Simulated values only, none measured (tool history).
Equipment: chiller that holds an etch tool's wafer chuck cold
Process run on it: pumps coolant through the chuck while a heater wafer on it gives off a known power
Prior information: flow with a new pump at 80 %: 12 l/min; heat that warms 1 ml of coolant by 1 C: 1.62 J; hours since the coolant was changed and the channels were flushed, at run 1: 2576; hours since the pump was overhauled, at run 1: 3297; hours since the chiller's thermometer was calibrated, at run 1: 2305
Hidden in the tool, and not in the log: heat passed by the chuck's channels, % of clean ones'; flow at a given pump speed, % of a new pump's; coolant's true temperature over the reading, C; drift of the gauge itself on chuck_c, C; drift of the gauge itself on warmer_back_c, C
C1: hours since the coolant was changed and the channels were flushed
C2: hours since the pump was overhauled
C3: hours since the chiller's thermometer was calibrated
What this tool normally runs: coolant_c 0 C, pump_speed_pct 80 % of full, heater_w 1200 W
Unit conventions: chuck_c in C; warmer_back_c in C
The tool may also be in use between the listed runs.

run 1 hour=0 | coolant_c=0 pump_speed_pct=80 heater_w=1200 | C1=2576 C2=3297 C3=2305 | chuck_c=12.7 warmer_back_c=3.9
run 2 hour=153.6 | coolant_c=0 pump_speed_pct=80 heater_w=1200 | C1=2729 C2=3450 C3=2458 | chuck_c=12.9 warmer_back_c=3.93
run 3 hour=318.4 | coolant_c=0 pump_speed_pct=80 heater_w=1200 | C1=2894 C2=3615 C3=2623 | chuck_c=13.1 warmer_back_c=3.93
run 4 hour=408.2 | coolant_c=0 pump_speed_pct=82 heater_w=1200 | C1=2984 C2=3705 C3=2713 | chuck_c=12.8 warmer_back_c=3.83
run 5 hour=568.4 | coolant_c=0 pump_speed_pct=82 heater_w=1200 | C1=3144 C2=3865 C3=2873 | chuck_c=12.8 warmer_back_c=3.81
run 6 hour=682.4 | coolant_c=0 pump_speed_pct=82 heater_w=1200 | C1=3258 C2=3979 C3=2987 | chuck_c=13 warmer_back_c=3.81
run 7 hour=843.7 | coolant_c=10 pump_speed_pct=80 heater_w=1200 | C1=3419 C2=4140 C3=3148 | chuck_c=23.2 warmer_back_c=3.93
run 8 hour=940.3 | coolant_c=10 pump_speed_pct=80 heater_w=1200 | C1=3516 C2=4237 C3=3245 | chuck_c=23.4 warmer_back_c=3.94
run 9 hour=1044.8 | coolant_c=10 pump_speed_pct=80 heater_w=1200 | C1=3620 C2=4341 C3=3350 | chuck_c=23.5 warmer_back_c=3.96
run 10 hour=1194 | coolant_c=0 pump_speed_pct=80 heater_w=818 | C1=3770 C2=4490 C3=3499 | chuck_c=9.2 warmer_back_c=2.7
run 11 hour=1298.8 | coolant_c=0 pump_speed_pct=80 heater_w=818 | C1=3874 C2=4595 C3=3604 | chuck_c=9.5 warmer_back_c=2.73
run 12 hour=1407.1 | coolant_c=0 pump_speed_pct=80 heater_w=818 | C1=3983 C2=4704 C3=3712 | chuck_c=9.5 warmer_back_c=2.72
-- hour=1419 chiller's thermometer calibrated
run 13 hour=1485.6 | coolant_c=0 pump_speed_pct=80 heater_w=818 | C1=4060 C2=4781 C3=67 | chuck_c=9.5 warmer_back_c=2.72
run 14 hour=1635 | coolant_c=0 pump_speed_pct=80 heater_w=1305 | C1=4210 C2=4930 C3=216 | chuck_c=15 warmer_back_c=4.32
run 15 hour=1757.7 | coolant_c=-7 pump_speed_pct=80 heater_w=1305 | C1=4332 C2=5053 C3=339 | chuck_c=8.1 warmer_back_c=4.32

Run 16 is up next; what results do you expect?
run 16 hour=1833.7 | coolant_c=-7 pump_speed_pct=80 heater_w=1305 | C1=4408 C2=5129 C3=415 | chuck_c=? warmer_back_c=?

{"run 16": {"chuck_c": 8.3, "warmer_back_c": 4.29}}
If the tool had no hidden condition, the same run with the same run-to-run variation would have returned chuck_c 5.6 C, warmer_back_c 3.97 C.
